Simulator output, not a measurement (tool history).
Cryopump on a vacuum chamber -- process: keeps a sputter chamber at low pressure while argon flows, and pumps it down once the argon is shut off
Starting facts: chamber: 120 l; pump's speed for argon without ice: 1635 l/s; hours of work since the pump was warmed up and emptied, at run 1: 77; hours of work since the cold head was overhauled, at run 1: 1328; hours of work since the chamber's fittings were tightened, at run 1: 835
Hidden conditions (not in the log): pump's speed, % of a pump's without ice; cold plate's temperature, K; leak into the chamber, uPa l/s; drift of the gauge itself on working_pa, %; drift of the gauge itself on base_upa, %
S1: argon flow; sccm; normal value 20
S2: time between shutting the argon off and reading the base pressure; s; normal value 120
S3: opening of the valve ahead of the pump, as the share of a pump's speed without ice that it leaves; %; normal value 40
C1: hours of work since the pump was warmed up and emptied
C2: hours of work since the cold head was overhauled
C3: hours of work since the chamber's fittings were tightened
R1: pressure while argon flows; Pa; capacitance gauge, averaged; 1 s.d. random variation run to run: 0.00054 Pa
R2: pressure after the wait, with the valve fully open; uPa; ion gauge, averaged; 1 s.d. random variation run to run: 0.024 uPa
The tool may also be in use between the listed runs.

| run | hour | S1 | S2 | S3 | C1 | C2 | C3 | R1 | R2 |
|---|---|---|---|---|---|---|---|---|---|
| 1 | 0.0 | 20 | 120 | 40 | 77 | 1328 | 835 | 0.0524 | 1.56 |
| 2 | 43.7 | 20 | 120 | 40 | 114 | 1364 | 871 | 0.0540 | 1.54 |
| 3 | 79.3 | 20 | 120 | 40 | 144 | 1394 | 901 | 0.0545 | 1.64 |
| 4 | 125.2 | 20 | 120 | 40 | 183 | 1433 | 940 | 0.0548 | 1.76 |
| 5 | 167.7 | 20 | 120 | 40 | 219 | 1469 | 976 | 0.0556 | 1.74 |
| 6 | 212.4 | 14 | 88 | 20 | 256 | 1507 | 1014 | 0.0754 | 2.08 |
| 7 | 247.9 | 35 | 88 | 20 | 286 | 1537 | 1044 | 0.1930 | 2.16 |
| 8 | 277.6 | 9 | 203 | 40 | 311 | 1562 | 1069 | 0.0264 | 1.66 |
| 9 | 324.6 | 13 | 45 | 34 | 351 | 1601 | 1108 | 0.0447 | 3.26 |
|  | 351.7 | pump warmed up, emptied and cooled again |
| 10 | 362.2 | 11 | 115 | 40 | 9 | 1629 | 1136 | 0.0288 | 1.75 |

5 options for the next run, each taken on its own from the tool as it stands now. Forecast them:
| A | 413.0 | 11 | 150 | 40 | 52 | 1671 | 1178 | ? | ? |
| B | 413.0 | 13 | 115 | 37 | 52 | 1671 | 1178 | ? | ? |
| C | 413.0 | 20 | 120 | 19 | 52 | 1671 | 1178 | ? | ? |
| D | 413.0 | 20 | 25 | 40 | 52 | 1671 | 1178 | ? | ? |
| E | 413.0 | 37 | 48 | 40 | 52 | 1671 | 1178 | ? | ? |

| run | R1 | R2 |
|---|---|---|
| A | 0.0287 | 1.70 |
| B | 0.0384 | 1.79 |
| C | 0.1096 | 1.76 |
| D | 0.0537 | 4.46 |
| E | 0.0973 | 2.74 |
Take away the tool's hidden state, keep each run's random variation, and the runs would have read:
| run | R1 | R2 |
|---|---|---|
| A | 0.0281 | 0.78 |
| B | 0.0376 | 0.88 |
| C | 0.1084 | 0.87 |
| D | 0.0525 | 3.53 |
| E | 0.0951 | 1.86 |
